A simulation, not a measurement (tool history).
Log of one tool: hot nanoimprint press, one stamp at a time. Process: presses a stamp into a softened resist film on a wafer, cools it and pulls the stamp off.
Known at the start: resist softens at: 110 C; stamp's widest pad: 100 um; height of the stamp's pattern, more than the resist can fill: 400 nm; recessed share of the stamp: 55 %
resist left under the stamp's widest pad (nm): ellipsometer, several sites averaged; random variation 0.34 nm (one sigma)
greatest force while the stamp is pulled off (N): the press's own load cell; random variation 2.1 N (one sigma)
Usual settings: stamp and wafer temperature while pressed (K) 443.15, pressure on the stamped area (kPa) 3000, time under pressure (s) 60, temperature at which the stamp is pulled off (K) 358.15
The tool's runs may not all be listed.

run   hour  stamp and wafer temperature while pressed (K)  pressure on the stamped area (kPa)  time under pressure (s)  temperature at which the stamp is pulled off (K)  resist left under the stamp's widest pad (nm)  greatest force while the stamp is pulled off (N)
  1    0.0                                         443.15                                3000                       60                                            358.15                                           73.0                                                95
  2   20.0                                         443.15                                3000                       60                                            358.15                                           73.5                                                98
  3   37.0                                         443.15                                2100                       60                                            358.15                                           88.0                                                96
  4   52.0                                         443.15                                3000                       60                                            358.15                                           74.0                                                94
  5   62.5                                         443.15                                3000                       51                                            358.15                                           77.9                                                97
  6   77.9                                         443.15                                3000                       51                                            358.15                                           78.5                                                97
  7   94.9                                         443.15                                3000                       51                                            358.15                                           78.7                                                97
  8  113.3                                         443.15                                1940                       60                                            358.15                                           91.9                                                97
  9  133.4                                         443.15                                1940                       60                                            358.15                                           91.9                                                96
 10  147.7                                         443.15                                1940                       60                                            358.15                                           91.7                                                94
 11  170.0                                         443.15                                1940                       60                                            358.15                                           91.9                                                95
 12  192.3                                         443.15                                1940                       60                                            358.15                                           91.9                                                98
 13  204.5                                         443.15                                3550                       60                                            358.15                                           68.2                                                96
 14  218.6                                         433.15                                3000                       60                                            358.15                                          114.6                                                96
 15  234.4                                         443.15                                3000                       39                                            358.15                                           87.8                                                95
 16  250.5                                         449.15                                3000                       60                                            359.15                                           58.3                                                92
 17  273.3                                         449.15                                3000                       60                                            359.15                                           58.1                                                95
 18  287.4                                         437.15                                3000                       60                                            356.15                                           97.1                                               100
 19  307.7                                         437.15                                3000                       60                                            356.15                                           96.8                                               101

Run 20 comes next. What will it give?
     318.3  -- stamp cleaned and given a new release coat
 20  332.0                                         432.15                                3000                      102                                            358.15                                              ?                                                 ?

resist left under the stamp's widest pad (nm): 100.9
greatest force while the stamp is pulled off (N): 96
Without the tool's hidden state the same run would have given resist left under the stamp's widest pad (nm) 98.7, greatest force while the stamp is pulled off (N) 96.
